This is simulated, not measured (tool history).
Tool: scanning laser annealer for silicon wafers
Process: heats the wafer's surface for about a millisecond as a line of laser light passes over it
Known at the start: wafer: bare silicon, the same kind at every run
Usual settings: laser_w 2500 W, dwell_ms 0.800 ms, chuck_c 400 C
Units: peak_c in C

run	hour	laser_w	dwell_ms	chuck_c	peak_c
1	0.0	2500	0.800	400	1187
# hour 32.5: optics aligned, line set to its width
2	37.0	2500	0.800	400	1181
3	78.4	2500	0.800	400	1185
4	108.2	2500	0.800	400	1187
5	135.0	2500	0.563	400	1051
6	158.0	2500	0.563	400	1054
7	179.9	2500	0.800	400	1183
8	211.2	2500	0.800	400	1186
9	243.0	2500	0.800	400	1181
10	280.7	2152	0.800	400	1052
11	310.0	2500	0.800	400	1186
12	346.9	2500	0.800	364	1149
13	366.4	2526	0.560	364	1023

The next listed run, before its measurement:
14	401.7	2500	0.940	400	?

{"run 14": {"peak_c": 1250}}
Without the tool's hidden state the same run would have given peak_c 1251 C.
